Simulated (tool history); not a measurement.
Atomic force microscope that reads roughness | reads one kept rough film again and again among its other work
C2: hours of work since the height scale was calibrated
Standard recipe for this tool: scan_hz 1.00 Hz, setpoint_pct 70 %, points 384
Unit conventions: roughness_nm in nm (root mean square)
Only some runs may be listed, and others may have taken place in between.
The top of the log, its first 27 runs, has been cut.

run 28 hour=1043.4 | scan_hz=2.61 setpoint_pct=81 points=406 | pictures_with_this_tip=325 C2=20 | roughness_nm=0.619
-- hour=1066.4 new tip fitted
run 29 hour=1070.5 | scan_hz=2.61 setpoint_pct=64 points=496 | pictures_with_this_tip=6 C2=33 | roughness_nm=0.721
run 30 hour=1123.8 | scan_hz=2.61 setpoint_pct=64 points=496 | pictures_with_this_tip=86 C2=60 | roughness_nm=0.719
run 31 hour=1179.3 | scan_hz=0.64 setpoint_pct=64 points=455 | pictures_with_this_tip=169 C2=88 | roughness_nm=0.778
run 32 hour=1218.0 | scan_hz=0.69 setpoint_pct=71 points=577 | pictures_with_this_tip=227 C2=107 | roughness_nm=0.767
run 33 hour=1266.9 | scan_hz=0.69 setpoint_pct=62 points=577 | pictures_with_this_tip=300 C2=131 | roughness_nm=0.776
-- hour=1305.0 new tip fitted
run 34 hour=1306.4 | scan_hz=0.69 setpoint_pct=62 points=577 | pictures_with_this_tip=2 C2=150 | roughness_nm=0.785
run 35 hour=1346.4 | scan_hz=0.69 setpoint_pct=62 points=577 | pictures_with_this_tip=62 C2=170 | roughness_nm=0.784

Forecast each of these 3 alternatives for the next run:
run A hour=1399.0 | scan_hz=2.76 setpoint_pct=86 points=384 | pictures_with_this_tip=140 C2=197 | roughness_nm=?
run B hour=1399.0 | scan_hz=2.09 setpoint_pct=62 points=350 | pictures_with_this_tip=140 C2=197 | roughness_nm=?
run C hour=1399.0 | scan_hz=3.88 setpoint_pct=87 points=293 | pictures_with_this_tip=140 C2=197 | roughness_nm=?

run=A roughness_nm=0.579
run=B roughness_nm=0.741
run=C roughness_nm=0.510
With no hidden state in the tool, these same runs would have given:
run=A roughness_nm=0.579
run=B roughness_nm=0.742
run=C roughness_nm=0.511

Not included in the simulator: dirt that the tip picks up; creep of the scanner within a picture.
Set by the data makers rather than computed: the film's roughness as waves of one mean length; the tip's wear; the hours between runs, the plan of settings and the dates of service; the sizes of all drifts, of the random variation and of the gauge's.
